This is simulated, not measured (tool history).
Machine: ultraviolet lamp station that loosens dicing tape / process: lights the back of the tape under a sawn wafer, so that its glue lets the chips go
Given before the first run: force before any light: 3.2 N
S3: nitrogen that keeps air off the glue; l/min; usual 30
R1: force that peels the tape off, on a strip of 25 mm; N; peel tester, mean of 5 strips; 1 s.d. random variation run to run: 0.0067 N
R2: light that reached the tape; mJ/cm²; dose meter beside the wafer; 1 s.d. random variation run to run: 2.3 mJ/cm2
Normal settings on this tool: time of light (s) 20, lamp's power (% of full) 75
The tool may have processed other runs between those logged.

Run 1, hour 0: usual settings. Result: R1 0.274 N, R2 199 mJ/cm².
Run 2, hour 28.1: usual settings. Result: R1 0.254 N, R2 199 mJ/cm².
Run 3, hour 66.3: usual settings. Result: R1 0.271 N, R2 195 mJ/cm².
At hour 103.5: window cleaned of glue's vapour.
Run 4, hour 106.9: usual settings. Result: R1 0.247 N, R2 209 mJ/cm².
Run 5, hour 139.3: usual settings. Result: R1 0.256 N, R2 205 mJ/cm².
Run 6, hour 169.6: usual settings. Result: R1 0.251 N, R2 206 mJ/cm².
Run 7, hour 210.2: usual settings but lamp's power (% of full) 90. Result: R1 0.218 N, R2 242 mJ/cm².
Run 8, hour 241.5: usual settings but time of light (s) 32, S3 26 l/min. Result: R1 0.188 N, R2 327 mJ/cm².
Run 9, hour 270.2: usual settings but time of light (s) 23, lamp's power (% of full) 84, S3 26 l/min. Result: R1 0.224 N, R2 265 mJ/cm².
Run 10, hour 313.3: usual settings but time of light (s) 12, lamp's power (% of full) 82. Result: R1 0.457 N, R2 130 mJ/cm².
Run 11, hour 347: usual settings but time of light (s) 14, lamp's power (% of full) 91, S3 13 l/min. Result: R1 0.541 N, R2 170 mJ/cm².
Run 12, hour 388.9: usual settings but lamp's power (% of full) 97. Result: R1 0.207 N, R2 255 mJ/cm².

Run 13 is up next; what results do you expect?
Run 13, hour 428.6: usual settings but lamp's power (% of full) 70, S3 10 l/min. Result: R1 ?, R2 ?.

{"run 13": {"R1": 0.54, "R2": 186}}
Were there no unlogged condition in the tool, this run, its random variation unchanged, would have produced R1 0.404 N, R2 228 mJ/cm².
